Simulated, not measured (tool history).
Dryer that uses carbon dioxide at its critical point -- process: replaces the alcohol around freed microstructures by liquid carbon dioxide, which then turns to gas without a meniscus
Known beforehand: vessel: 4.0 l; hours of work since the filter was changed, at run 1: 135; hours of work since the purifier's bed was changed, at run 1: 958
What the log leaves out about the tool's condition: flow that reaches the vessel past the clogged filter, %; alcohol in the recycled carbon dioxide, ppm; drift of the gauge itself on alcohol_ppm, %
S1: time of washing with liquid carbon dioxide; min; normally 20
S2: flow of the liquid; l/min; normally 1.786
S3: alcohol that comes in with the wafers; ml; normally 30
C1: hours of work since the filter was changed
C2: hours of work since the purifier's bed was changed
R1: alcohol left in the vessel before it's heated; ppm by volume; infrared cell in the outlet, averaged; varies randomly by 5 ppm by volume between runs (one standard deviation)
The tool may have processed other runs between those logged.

{"run": 1, "hour": 0.0, "S1": 20, "S2": 1.786, "S3": 30, "C1": 135, "C2": 958, "R1": 102}
{"run": 2, "hour": 38.7, "S1": 20, "S2": 1.786, "S3": 30, "C1": 166, "C2": 989, "R1": 97}
{"run": 3, "hour": 69.3, "S1": 20, "S2": 1.786, "S3": 30, "C1": 190, "C2": 1013, "R1": 103}
{"run": 4, "hour": 118.8, "S1": 14, "S2": 1.786, "S3": 30, "C1": 230, "C2": 1053, "R1": 130}
{"run": 5, "hour": 155.2, "S1": 14, "S2": 1.786, "S3": 30, "C1": 259, "C2": 1082, "R1": 132}
{"run": 6, "hour": 198.7, "S1": 14, "S2": 1.786, "S3": 30, "C1": 294, "C2": 1117, "R1": 134}
{"run": 7, "hour": 232.2, "S1": 20, "S2": 2.27, "S3": 28, "C1": 321, "C2": 1144, "R1": 109}
{"run": 8, "hour": 278.1, "S1": 20, "S2": 2.27, "S3": 28, "C1": 357, "C2": 1180, "R1": 112}
{"run": 9, "hour": 319.1, "S1": 21, "S2": 1.47, "S3": 35, "C1": 390, "C2": 1213, "R1": 128}
{"hour": 327.0, "done": "purifier's bed changed"}
{"run": 10, "hour": 353.4, "S1": 13, "S2": 2.42, "S3": 71, "C1": 415, "C2": 21, "R1": 26}
{"run": 11, "hour": 384.6, "S1": 19, "S2": 1.48, "S3": 90, "C1": 440, "C2": 46, "R1": 59}

Each row is a separate what-if for the run after 11, all from the same tool condition, not one after another. Results?
{"run": "A", "hour": 426.9, "S1": 12, "S2": 1.48, "S3": 48, "C1": 474, "C2": 80, "R1": "?"}
{"run": "B", "hour": 426.9, "S1": 21, "S2": 2.72, "S3": 107, "C1": 474, "C2": 80, "R1": "?"}
{"run": "C", "hour": 426.9, "S1": 16, "S2": 1.84, "S3": 65, "C1": 474, "C2": 80, "R1": "?"}
{"run": "D", "hour": 426.9, "S1": 15, "S2": 1.26, "S3": 27, "C1": 474, "C2": 80, "R1": "?"}

run=A R1=265
run=B R1=16
run=C R1=36
run=D R1=115
Stripped of hidden state, with their random variation kept, the same runs would have yielded:
run=A R1=149
run=B R1=8
run=C R1=11
run=D R1=59
